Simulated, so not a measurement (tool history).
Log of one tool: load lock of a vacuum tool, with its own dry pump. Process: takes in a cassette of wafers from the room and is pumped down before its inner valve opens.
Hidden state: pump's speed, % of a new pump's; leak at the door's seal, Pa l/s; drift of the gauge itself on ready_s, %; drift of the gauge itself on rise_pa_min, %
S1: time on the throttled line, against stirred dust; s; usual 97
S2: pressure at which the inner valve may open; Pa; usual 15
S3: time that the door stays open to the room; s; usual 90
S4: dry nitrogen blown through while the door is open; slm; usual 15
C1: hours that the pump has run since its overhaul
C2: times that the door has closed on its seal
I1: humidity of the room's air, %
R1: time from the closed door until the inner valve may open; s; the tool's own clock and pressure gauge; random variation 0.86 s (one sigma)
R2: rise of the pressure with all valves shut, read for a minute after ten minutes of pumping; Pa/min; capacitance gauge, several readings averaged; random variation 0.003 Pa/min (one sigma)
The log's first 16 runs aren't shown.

run      day   S1  S2   S3  S4     C1     C2    I1     R1     R2
 17  121.492  172  15  236  15   9520  14050  44.9  205.4  0.174
 18  131.304  172  15  236  15   9756  14803  44.3  210.1  0.181
 19  136.446  172  15  236  15   9879  15197  47.4  208.3  0.192
 20  146.271   83  15  138   7  10115  15950  43.6  130.3  0.205
 21  151.275   75  11   25  15  10235  16334  45.4  124.6  0.192
 22  161.625  155  12   90   9  10484  17127  47.0  199.4  0.221
 23  172.550   87  18   36  15  10746  17965  43.8  133.8  0.224
 24  182.829   87  18   36  34  10992  18753  43.0  132.1  0.234
 25  188.346  175  18   36   5  11125  19176  46.3  211.2  0.255
 26  195.350  175  18   36   5  11293  19713  43.7  213.2  0.262
 27  200.146   97  27   90  15  11408  20081  44.4  140.2  0.267
 28  209.550   97  19  164  15  11634  20802  43.1  141.8  0.285
 29  216.300  153  21   61  34  11796  21319  46.7  190.0  0.286
 30  224.979  153  15   61  27  12004  21985  49.1  193.4  0.300
 31  230.854  153  15   61  27  12145  22435  43.7  193.8  0.305
 32  236.504  153  15   61  27  12281  22869  49.0  193.6  0.316
 33  243.592  153  15   61  27  12451  23412  43.6  196.4  0.328
 34  250.921   73  15  115   4  12627  23974  47.9  122.1  0.374
 35  258.108   73  15  115   4  12799  24525  43.7  123.0  0.382
 36  262.917   73  15  115   4  12915  24894  47.0  123.6  0.395

Forecast each of these 5 alternatives for the next run:
  A  272.892   73  21  115  15  13154  25658  46.9   ?   ?
  B  272.892  168  15   35  13  13154  25658  42.1   ?   ?
  C  272.892  103  15   90  15  13154  25658  45.5   ?   ?
  D  272.892  185  15   62  15  13154  25658  41.9   ?   ?
  E  272.892   57  15   90  15  13154  25658  47.2   ?   ?

run     R1     R2
  A  120.3  0.392
  B  207.8  0.389
  C  149.1  0.392
  D  222.9  0.374
  E  107.2  0.387
Without the tool's hidden state the same runs would have given:
run     R1     R2
  A  112.8  0.027
  B  201.7  0.019
  C  141.8  0.024
  D  217.0  0.016
  E   99.3  0.022

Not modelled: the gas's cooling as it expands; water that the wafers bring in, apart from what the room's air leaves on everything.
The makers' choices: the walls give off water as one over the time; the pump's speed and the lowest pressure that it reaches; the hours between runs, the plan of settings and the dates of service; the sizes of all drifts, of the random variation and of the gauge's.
